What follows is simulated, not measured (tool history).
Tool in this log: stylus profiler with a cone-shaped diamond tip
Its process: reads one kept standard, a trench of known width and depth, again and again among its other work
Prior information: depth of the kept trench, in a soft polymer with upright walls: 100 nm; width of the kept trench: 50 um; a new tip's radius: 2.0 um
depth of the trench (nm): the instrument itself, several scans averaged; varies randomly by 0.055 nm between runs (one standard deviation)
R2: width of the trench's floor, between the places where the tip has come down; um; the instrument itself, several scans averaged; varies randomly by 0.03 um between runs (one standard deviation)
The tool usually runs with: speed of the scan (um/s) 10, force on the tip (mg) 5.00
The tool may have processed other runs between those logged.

{"run": 1, "day": 0.0, "speed of the scan (um/s)": 10, "force on the tip (mg)": 5.0, "depth of the trench (nm)": 101.33, "R2": 47.96}
{"run": 2, "day": 0.596, "speed of the scan (um/s)": 10, "force on the tip (mg)": 5.0, "depth of the trench (nm)": 101.3, "R2": 47.88}
{"run": 3, "day": 1.146, "speed of the scan (um/s)": 10, "force on the tip (mg)": 9.34, "depth of the trench (nm)": 102.19, "R2": 47.94}
{"run": 4, "day": 1.6, "speed of the scan (um/s)": 10, "force on the tip (mg)": 9.34, "depth of the trench (nm)": 102.25, "R2": 47.93}
{"run": 5, "day": 1.975, "speed of the scan (um/s)": 10, "force on the tip (mg)": 5.0, "depth of the trench (nm)": 101.37, "R2": 47.93}
{"run": 6, "day": 2.45, "speed of the scan (um/s)": 10, "force on the tip (mg)": 5.0, "depth of the trench (nm)": 101.36, "R2": 47.92}
{"run": 7, "day": 2.796, "speed of the scan (um/s)": 10, "force on the tip (mg)": 5.0, "depth of the trench (nm)": 101.26, "R2": 48.02}
{"run": 8, "day": 3.508, "speed of the scan (um/s)": 3, "force on the tip (mg)": 5.0, "depth of the trench (nm)": 101.4, "R2": 47.9}
{"run": 9, "day": 3.825, "speed of the scan (um/s)": 3, "force on the tip (mg)": 5.0, "depth of the trench (nm)": 101.39, "R2": 47.92}
{"run": 10, "day": 4.158, "speed of the scan (um/s)": 10, "force on the tip (mg)": 12.42, "depth of the trench (nm)": 102.83, "R2": 47.88}
{"run": 11, "day": 4.875, "speed of the scan (um/s)": 10, "force on the tip (mg)": 12.42, "depth of the trench (nm)": 102.79, "R2": 47.92}
{"run": 12, "day": 5.558, "speed of the scan (um/s)": 26, "force on the tip (mg)": 5.0, "depth of the trench (nm)": 101.41, "R2": 47.89}
{"day": 5.633, "done": "height scale calibrated on a step standard"}
{"run": 13, "day": 6.062, "speed of the scan (um/s)": 26, "force on the tip (mg)": 5.0, "depth of the trench (nm)": 101.28, "R2": 47.84}
{"run": 14, "day": 6.433, "speed of the scan (um/s)": 2, "force on the tip (mg)": 6.67, "depth of the trench (nm)": 101.6, "R2": 47.87}
{"run": 15, "day": 7.142, "speed of the scan (um/s)": 4, "force on the tip (mg)": 2.65, "depth of the trench (nm)": 100.56, "R2": 47.91}
{"run": 16, "day": 7.696, "speed of the scan (um/s)": 4, "force on the tip (mg)": 2.65, "depth of the trench (nm)": 100.67, "R2": 47.83}
{"run": 17, "day": 8.25, "speed of the scan (um/s)": 2, "force on the tip (mg)": 1.67, "depth of the trench (nm)": 100.32, "R2": 47.85}
{"run": 18, "day": 8.733, "speed of the scan (um/s)": 5, "force on the tip (mg)": 2.08, "depth of the trench (nm)": 100.51, "R2": 47.89}
{"day": 8.825, "done": "height scale calibrated on a step standard, once more"}
{"run": 19, "day": 9.117, "speed of the scan (um/s)": 38, "force on the tip (mg)": 2.06, "depth of the trench (nm)": 100.78, "R2": 47.83}
{"run": 20, "day": 9.483, "speed of the scan (um/s)": 11, "force on the tip (mg)": 13.85, "depth of the trench (nm)": 103.46, "R2": 47.87}
{"run": 21, "day": 9.971, "speed of the scan (um/s)": 11, "force on the tip (mg)": 13.85, "depth of the trench (nm)": 103.37, "R2": 47.89}
{"run": 22, "day": 10.671, "speed of the scan (um/s)": 17, "force on the tip (mg)": 1.7, "depth of the trench (nm)": 100.81, "R2": 47.82}

What will run 23 give?
{"run": 23, "day": 11.179, "speed of the scan (um/s)": 17, "force on the tip (mg)": 1.7, "depth of the trench (nm)": "?", "R2": "?"}

Run 23 gave depth of the trench (nm) 100.72, R2 47.82 um.
Had the tool carried no hidden state, the very same run would have given depth of the trench (nm) 100.78, R2 48.71 um.

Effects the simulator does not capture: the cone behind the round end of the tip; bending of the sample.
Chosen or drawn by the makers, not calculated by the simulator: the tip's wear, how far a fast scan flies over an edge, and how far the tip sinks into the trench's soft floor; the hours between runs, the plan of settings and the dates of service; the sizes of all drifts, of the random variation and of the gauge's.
